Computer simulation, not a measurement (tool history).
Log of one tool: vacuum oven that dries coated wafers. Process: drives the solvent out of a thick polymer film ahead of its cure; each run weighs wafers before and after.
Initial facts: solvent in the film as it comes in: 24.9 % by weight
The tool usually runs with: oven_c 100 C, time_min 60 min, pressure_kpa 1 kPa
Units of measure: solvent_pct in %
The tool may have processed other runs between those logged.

run,hour,oven_c,time_min,pressure_kpa,solvent_pct
1,0,100,60,1,3.28
2,10.1,100,60,1,3.28
3,21.7,100,94,1,1.43
4,35.6,100,60,1,3.28
5,52.4,103,60,1,2.42
6,64,103,60,1,2.39
7,81.7,112,60,1,0.82
8,98,100,73,1,2.32
9,109.4,100,76,1,2.15
10,122.7,100,76,1,2.15
11,139.2,100,76,1,2.13
12,154,100,76,2.17,2.77
13,165.9,100,76,2.17,2.73
14,176.4,100,51,1,4.2
15,186.5,100,75,1,2.17
16,202.8,100,75,1,2.21
17,217,100,75,1,2.19
18,224.9,100,60,1.74,3.63
19,233.4,100,60,1.74,3.62
20,247.2,100,60,1,3.24
21,262.2,100,60,1,3.24
22,273.9,90,60,1,7.14
23,284,90,60,0.8,7.02
24,291.5,107,60,2.2,1.99
25,306.3,112,75,2.2,0.96
26,318.9,112,75,2.2,1
27,336.3,112,75,0.78,0.42
28,343.5,89,75,2.76,7.14
29,354.8,109,31,0.54,3.96
30,362.8,109,31,0.54,3.95
31,372.8,113,74,2.63,1.07
32,384.6,100,93,0.56,1.16
33,401.4,100,93,0.56,1.22
34,409.9,108,53,2.88,2.48
# hour 420: oven's thermocouples calibrated
35,421.9,108,95,2.88,1.36
36,439.1,108,95,2.88,1.37
37,456.2,85,54,1.02,10.29
38,467.6,85,54,1.02,10.23
39,484.6,106,43,1.12,3.28
40,501.4,103,60,1,2.43
41,515,103,60,1,2.39
42,524.9,103,60,1,2.37
43,539.2,109,44,2.28,2.74
44,547.5,89,37,1,11.08
45,562.6,100,60,0.73,3.17
46,575.6,103,60,3.99,3.81

Below, some changes in solvent_pct between adjacent runs. For each, the amount present without the hidden state too (settings, incoming material, random variation) and the amount remaining for the hidden state with gauge scatter not shared by both compared results:
Hidden state at play: true wafer temperature over the reading, C; true pressure over the reading, kPa; drift of the gauge itself on solvent_pct, %.
Run 24 -> 25: oven_c 107 -> 112, time_min 60 -> 75. solvent_pct -1.03 %: hidden state +0.02, all else -1.05.
Run 27 -> 28: oven_c 112 -> 89, pressure_kpa 0.78 -> 2.76. solvent_pct +6.72 %: hidden state -0.02, all else +6.74.
Run 34 -> 35: time_min 53 -> 95, oven's thermocouples calibrated. solvent_pct -1.12 %: hidden state +0.02, all else -1.14.
Run 36 -> 37: oven_c 108 -> 85, time_min 95 -> 54, pressure_kpa 2.88 -> 1.02. solvent_pct +8.92 %: hidden state +0, all else +8.92.
Run 43 -> 44: oven_c 109 -> 89, time_min 44 -> 37, pressure_kpa 2.28 -> 1. solvent_pct +8.34 %: hidden state +0.01, all else +8.33.
Run 44 -> 45: oven_c 89 -> 100, time_min 37 -> 60, pressure_kpa 1 -> 0.73. solvent_pct -7.91 %: hidden state +0, all else -7.91.
